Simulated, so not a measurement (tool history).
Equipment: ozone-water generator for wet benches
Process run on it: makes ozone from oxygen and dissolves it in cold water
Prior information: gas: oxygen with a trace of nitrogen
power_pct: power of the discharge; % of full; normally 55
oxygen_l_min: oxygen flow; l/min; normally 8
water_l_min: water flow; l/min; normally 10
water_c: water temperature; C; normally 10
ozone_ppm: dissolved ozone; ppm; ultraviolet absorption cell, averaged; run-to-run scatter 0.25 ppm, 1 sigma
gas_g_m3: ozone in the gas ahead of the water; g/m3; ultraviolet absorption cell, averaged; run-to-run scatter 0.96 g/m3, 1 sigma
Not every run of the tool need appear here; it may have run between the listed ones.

| run | hour | power_pct | oxygen_l_min | water_l_min | water_c | ozone_ppm | gas_g_m3 |
|---|---|---|---|---|---|---|---|
| 1 | 0 | 55 | 8 | 10 | 10 | 36.9 | 163.6 |
| 2 | 13.3 | 55 | 8 | 10 | 10 | 36.8 | 163.3 |
| 3 | 38.6 | 55 | 8 | 10 | 10 | 37.1 | 163.6 |
| 4 | 64.8 | 55 | 8 | 10 | 10 | 37 | 164.1 |
| 5 | 83.8 | 55 | 8 | 10 | 10 | 36.5 | 162.2 |
| 6 | 113.2 | 55 | 8 | 10 | 10 | 37.1 | 163.6 |
| 7 | 130.2 | 55 | 8 | 10 | 10 | 36.7 | 161.2 |
| 8 | 154.3 | 55 | 8 | 10 | 10 | 36.6 | 162.5 |
| 9 | 167.9 | 83 | 4.55 | 10 | 10 | 48.3 | 269.8 |
| 10 | 192.8 | 83 | 4.55 | 10 | 10 | 48.4 | 270.4 |
| 11 | 221.9 | 55 | 7.48 | 10 | 10 | 36.6 | 166.3 |
|  | 227.6 | contactor cleaned |
| 12 | 242.7 | 55 | 7.48 | 10 | 10 | 36.2 | 167.4 |
| 13 | 255 | 55 | 7.48 | 10 | 10 | 35.8 | 164.8 |
| 14 | 276.8 | 55 | 7.48 | 10 | 10 | 36.2 | 164.8 |
| 15 | 293.8 | 55 | 12.76 | 12 | 6 | 37 | 142.1 |
| 16 | 317.5 | 48 | 7.78 | 7 | 10 | 38.1 | 147.6 |

5 options for the next run, each taken on its own from the tool as it stands now. Forecast them:
| A | 331.1 | 62 | 8 | 7 | 5 | ? | ? |
| B | 331.1 | 48 | 13.94 | 7 | 11 | ? | ? |
| C | 331.1 | 55 | 6.19 | 13 | 10 | ? | ? |
| D | 331.1 | 48 | 11.82 | 13 | 12 | ? | ? |
| E | 331.1 | 58 | 6.57 | 7 | 10 | ? | ? |

| run | ozone_ppm | gas_g_m3 |
|---|---|---|
| A | 52.4 | 178 |
| B | 35.3 | 124.1 |
| C | 31 | 176.6 |
| D | 28.2 | 128.6 |
| E | 44.1 | 179.6 |
Take away the tool's hidden state, keep each run's random variation, and the runs would have read:
| run | ozone_ppm | gas_g_m3 |
|---|---|---|
| A | 54.5 | 178.6 |
| B | 36.7 | 124.4 |
| C | 32.6 | 177.1 |
| D | 29.6 | 128.9 |
| E | 45.9 | 180.2 |

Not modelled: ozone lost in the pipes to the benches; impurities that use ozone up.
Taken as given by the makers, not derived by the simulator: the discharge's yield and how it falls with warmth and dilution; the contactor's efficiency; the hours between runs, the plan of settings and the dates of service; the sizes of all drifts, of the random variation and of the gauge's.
